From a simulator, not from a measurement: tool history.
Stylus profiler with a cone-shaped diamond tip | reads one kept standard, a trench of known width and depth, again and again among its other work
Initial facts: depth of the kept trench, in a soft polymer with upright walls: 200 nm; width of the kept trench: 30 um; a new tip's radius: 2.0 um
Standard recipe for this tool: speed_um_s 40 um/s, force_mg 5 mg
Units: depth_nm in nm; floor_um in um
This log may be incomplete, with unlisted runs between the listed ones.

run,hour,speed_um_s,force_mg,depth_nm,floor_um
1,0,40,5,202.73,27.34
2,13.5,40,5,202.74,27.38
3,27,40,5,202.65,27.34
4,38.2,40,5,202.78,27.34
5,54.1,40,4.51,202.61,27.37
6,64.8,40,4.51,202.63,27.36
7,76.1,56,5,202.69,27.3
8,89.1,56,5,202.85,27.23
9,101.8,56,5,202.75,27.33
10,113.3,40,5,202.73,27.29
11,120.2,40,5,202.77,27.29
12,133.3,40,5,202.79,27.28
13,142.3,40,5,202.76,27.35
14,157.7,40,5,202.75,27.32
15,168.8,40,5,202.66,27.35
16,180.6,40,5,202.79,27.33
17,193.3,27,5,202.71,27.29
18,209,40,3.65,202.28,27.21
19,222.4,40,3.65,202.31,27.27
20,236.2,40,3.65,202.3,27.25
21,253,40,1.82,201.49,27.15
22,264.4,40,1.82,201.63,27.14
23,272.9,40,1.82,201.58,27.16
24,287,40,1.82,201.61,27.13
25,298.7,28,4.25,202.54,27.25
26,307,74,1.91,201.68,26.98
27,321.2,74,1.91,201.73,26.89
28,328.8,92,2.95,202.08,26.93
29,338.2,15,1.69,201.54,27.26
30,347.8,78,2.51,201.94,26.93
31,356.2,78,2.51,202.02,26.96
32,363.9,39,11.61,204.6,27.24
33,373.2,83,8.84,203.97,27.1
34,382.8,83,8.84,203.95,27.06
35,392.5,83,8.84,203.94,27.15
36,400.4,83,6.83,203.48,27.07
37,417.2,40,2.84,202.09,27.16
38,433.8,40,2.84,202.03,27.15
# hour 437.3: new tip fitted, height scale calibrated
39,447.8,92,2.84,201.7,27.89
40,461.2,92,7.91,203.21,28.05
41,475.6,64,7.91,203.28,28.07
42,492.1,51,3.14,201.74,27.99
43,502.9,11,14.92,205.01,28.21

A few steps of depth_nm between consecutive runs. Split each: what settings, incoming material and random variation would produce without the hidden state, and what is left over for the hidden state, along with gauge scatter present in only one of the two compared results (measured, and without hidden state):
Unlogged tool condition in this case: radius of the tip, um; height scale over the true one, %; drift of the gauge itself on depth_nm, %; drift of the gauge itself on floor_um, %.
Run 1 -> 2: settings left as they were, no log entry in between. depth_nm +0.01 nm: hidden state +0.01, all else +0.
Run 3 -> 4: settings left as they were, no log entry in between. depth_nm +0.13 nm: hidden state +0.01, all else +0.12.
Run 31 -> 32: speed_um_s 78 -> 39, force_mg 2.51 -> 11.61. depth_nm +2.58 nm: hidden state +0.01, all else +2.57.
Run 38 -> 39: speed_um_s 40 -> 92, new tip fitted, height scale calibrated. depth_nm -0.33 nm: hidden state -0.43, all else +0.1.
Run 41 -> 42: speed_um_s 64 -> 51, force_mg 7.91 -> 3.14. depth_nm -1.54 nm: hidden state +0, all else -1.54.
Run 42 -> 43: speed_um_s 51 -> 11, force_mg 3.14 -> 14.92. depth_nm +3.27 nm: hidden state +0.01, all else +3.26.
